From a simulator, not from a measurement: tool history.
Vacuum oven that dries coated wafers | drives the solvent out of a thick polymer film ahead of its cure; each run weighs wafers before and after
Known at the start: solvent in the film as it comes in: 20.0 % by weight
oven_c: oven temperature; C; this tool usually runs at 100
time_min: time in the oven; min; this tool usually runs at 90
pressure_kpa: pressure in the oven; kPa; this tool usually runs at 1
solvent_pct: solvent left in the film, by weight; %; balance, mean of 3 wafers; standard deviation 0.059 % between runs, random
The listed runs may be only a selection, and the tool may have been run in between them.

run 1 hour=0 | oven_c=100 time_min=90 pressure_kpa=1 | solvent_pct=3.55
run 2 hour=8.2 | oven_c=89 time_min=90 pressure_kpa=1 | solvent_pct=8.32
-- hour=11.4 oven's thermocouples calibrated
run 3 hour=24.6 | oven_c=89 time_min=90 pressure_kpa=1 | solvent_pct=8.12
run 4 hour=34.7 | oven_c=100 time_min=90 pressure_kpa=1 | solvent_pct=3.47
run 5 hour=45.2 | oven_c=100 time_min=90 pressure_kpa=1 | solvent_pct=3.51
run 6 hour=53.5 | oven_c=100 time_min=90 pressure_kpa=1 | solvent_pct=3.38
run 7 hour=63.5 | oven_c=86 time_min=90 pressure_kpa=1 | solvent_pct=9.24
run 8 hour=79.7 | oven_c=100 time_min=90 pressure_kpa=1 | solvent_pct=3.49
run 9 hour=97.8 | oven_c=100 time_min=90 pressure_kpa=1 | solvent_pct=3.51
run 10 hour=116.6 | oven_c=100 time_min=90 pressure_kpa=1 | solvent_pct=3.5
run 11 hour=132.4 | oven_c=100 time_min=90 pressure_kpa=1 | solvent_pct=3.5
run 12 hour=142.7 | oven_c=100 time_min=90 pressure_kpa=1 | solvent_pct=3.37
run 13 hour=154.6 | oven_c=100 time_min=90 pressure_kpa=1 | solvent_pct=3.54
run 14 hour=163.2 | oven_c=107 time_min=90 pressure_kpa=1 | solvent_pct=1.67
run 15 hour=177.5 | oven_c=107 time_min=90 pressure_kpa=1 | solvent_pct=1.65
run 16 hour=196 | oven_c=100 time_min=90 pressure_kpa=1 | solvent_pct=3.52
run 17 hour=209.5 | oven_c=100 time_min=90 pressure_kpa=1 | solvent_pct=3.54
run 18 hour=223.2 | oven_c=100 time_min=90 pressure_kpa=1 | solvent_pct=3.4
run 19 hour=231 | oven_c=107 time_min=90 pressure_kpa=1 | solvent_pct=1.72
run 20 hour=245.3 | oven_c=100 time_min=90 pressure_kpa=1 | solvent_pct=3.65
run 21 hour=262.2 | oven_c=100 time_min=149 pressure_kpa=1 | solvent_pct=1.95
run 22 hour=280.7 | oven_c=100 time_min=149 pressure_kpa=1 | solvent_pct=1.88
run 23 hour=291.8 | oven_c=100 time_min=88 pressure_kpa=1 | solvent_pct=3.76
run 24 hour=300.1 | oven_c=92 time_min=88 pressure_kpa=1 | solvent_pct=6.87
run 25 hour=310.1 | oven_c=92 time_min=88 pressure_kpa=3.93 | solvent_pct=9.8
run 26 hour=318 | oven_c=92 time_min=88 pressure_kpa=3.93 | solvent_pct=9.67
run 27 hour=333.2 | oven_c=115 time_min=71 pressure_kpa=0.72 | solvent_pct=0.78
run 28 hour=350.9 | oven_c=88 time_min=80 pressure_kpa=3.67 | solvent_pct=11.65
run 29 hour=359.4 | oven_c=88 time_min=80 pressure_kpa=3.67 | solvent_pct=11.83
run 30 hour=367.3 | oven_c=88 time_min=80 pressure_kpa=3.67 | solvent_pct=11.69
run 31 hour=381.8 | oven_c=88 time_min=80 pressure_kpa=0.77 | solvent_pct=9.06
-- hour=384.5 vacuum gauge cleaned of residue and calibrated
run 32 hour=395.4 | oven_c=88 time_min=80 pressure_kpa=0.77 | solvent_pct=9.22
run 33 hour=403.6 | oven_c=88 time_min=80 pressure_kpa=0.77 | solvent_pct=9.07
run 34 hour=411.7 | oven_c=113 time_min=49 pressure_kpa=0.77 | solvent_pct=2.18
run 35 hour=430.5 | oven_c=96 time_min=106 pressure_kpa=0.56 | solvent_pct=4.08
run 36 hour=442.7 | oven_c=96 time_min=106 pressure_kpa=0.56 | solvent_pct=4.17
run 37 hour=460.3 | oven_c=96 time_min=106 pressure_kpa=0.56 | solvent_pct=4.05
-- hour=476.4 vacuum gauge cleaned of residue and calibrated, once more
run 38 hour=476.4 | oven_c=100 time_min=55 pressure_kpa=1 | solvent_pct=5.88
run 39 hour=484.5 | oven_c=98 time_min=90 pressure_kpa=3.07 | solvent_pct=5.97
run 40 hour=496.5 | oven_c=100 time_min=90 pressure_kpa=0.51 | solvent_pct=3
run 41 hour=515.8 | oven_c=102 time_min=90 pressure_kpa=1.12 | solvent_pct=2.86
run 42 hour=533.7 | oven_c=100 time_min=134 pressure_kpa=1 | solvent_pct=2.01
run 43 hour=544 | oven_c=100 time_min=100 pressure_kpa=1.19 | solvent_pct=3.11
run 44 hour=559.1 | oven_c=100 time_min=100 pressure_kpa=1.19 | solvent_pct=3.05
run 45 hour=576.2 | oven_c=100 time_min=100 pressure_kpa=1.19 | solvent_pct=3.13
run 46 hour=592.2 | oven_c=88 time_min=147 pressure_kpa=1 | solvent_pct=5.84
run 47 hour=600.5 | oven_c=88 time_min=145 pressure_kpa=0.8 | solvent_pct=5.76

4 options for the next run, each taken on its own from the tool as it stands now. Forecast them:
run A hour=617 | oven_c=100 time_min=90 pressure_kpa=3.44 | solvent_pct=?
run B hour=617 | oven_c=93 time_min=127 pressure_kpa=1.14 | solvent_pct=?
run C hour=617 | oven_c=100 time_min=113 pressure_kpa=1 | solvent_pct=?
run D hour=617 | oven_c=114 time_min=145 pressure_kpa=0.8 | solvent_pct=?

run=A solvent_pct=5.42
run=B solvent_pct=4.45
run=C solvent_pct=2.53
run=D solvent_pct=0.5
Stripped of hidden state, with their random variation kept, the same runs would have yielded:
run=A solvent_pct=5.19
run=B solvent_pct=4.2
run=C solvent_pct=2.35
run=D solvent_pct=0.48

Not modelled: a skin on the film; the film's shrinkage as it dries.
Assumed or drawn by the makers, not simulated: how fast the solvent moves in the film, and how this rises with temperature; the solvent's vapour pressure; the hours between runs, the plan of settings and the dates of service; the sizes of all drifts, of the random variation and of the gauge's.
